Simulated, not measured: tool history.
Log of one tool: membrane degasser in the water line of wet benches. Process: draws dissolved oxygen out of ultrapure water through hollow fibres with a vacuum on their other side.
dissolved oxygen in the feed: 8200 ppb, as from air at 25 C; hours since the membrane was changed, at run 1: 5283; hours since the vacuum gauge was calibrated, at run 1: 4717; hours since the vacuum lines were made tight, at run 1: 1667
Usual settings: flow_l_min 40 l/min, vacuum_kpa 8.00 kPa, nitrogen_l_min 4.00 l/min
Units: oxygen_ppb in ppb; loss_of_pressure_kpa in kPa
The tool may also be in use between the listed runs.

run    hour  flow_l_min  vacuum_kpa  nitrogen_l_min  hours since the membrane was changed  hours since the vacuum gauge was calibrated  hours since the vacuum lines were made tight  oxygen_ppb  loss_of_pressure_kpa
  1     0.0          40        8.00            4.00                                  5283                                         4717                                          1667       114.5                 38.93
  2   117.0          40        8.00            4.00                                  5400                                         4834                                          1784       114.0                 38.62
      235.7  -- vacuum gauge calibrated
  3   286.2          30        8.00            4.00                                  5569                                           51                                          1953        85.7                 28.87
  4   412.4          30        8.00            4.00                                  5695                                          177                                          2079        85.3                 29.20
  5   558.8          40        8.00            4.00                                  5842                                          323                                          2226       115.1                 38.64
  6   729.9          40        8.00            4.00                                  6013                                          494                                          2397       114.4                 38.89
  7   835.5          40       11.55            4.00                                  6118                                          600                                          2502       194.1                 38.50
  8   961.0          40        8.00            1.72                                  6244                                          725                                          2628       241.7                 38.44
  9  1117.7          40        8.00            1.72                                  6400                                          882                                          2785       242.9                 38.62
 10  1251.5          55        8.00            5.61                                  6534                                         1016                                          2918       122.9                 53.15
 11  1331.5          40        6.01            1.68                                  6614                                         1096                                          2998       144.7                 38.46
 12  1414.3          26        5.27            2.00                                  6697                                         1179                                          3081        62.5                 24.95
 13  1574.2          26        6.68            2.50                                  6857                                         1338                                          3241        84.8                 24.75
 14  1690.1          37       19.06            2.50                                  6973                                         1454                                          3357       513.3                 35.59
 15  1865.1          37       19.06            2.50                                  7148                                         1629                                          3532       509.8                 35.26
 16  1981.6          37       19.06            2.50                                  7264                                         1746                                          3649       514.6                 35.40

Hidden state at the last listed run before each entry between runs and at the first one after, where it differs:
Between runs 2 and 3: vacuum gauge calibrated (hour 235.7)
  true pressure behind the membrane over the reading, kPa: 0.01 -> 0; drift of the gauge itself on loss_of_pressure_kpa, %: -0.12 -> -0.3
  measured less the result without the state, loss_of_pressure_kpa: -0.01 -> -0.06 kPa

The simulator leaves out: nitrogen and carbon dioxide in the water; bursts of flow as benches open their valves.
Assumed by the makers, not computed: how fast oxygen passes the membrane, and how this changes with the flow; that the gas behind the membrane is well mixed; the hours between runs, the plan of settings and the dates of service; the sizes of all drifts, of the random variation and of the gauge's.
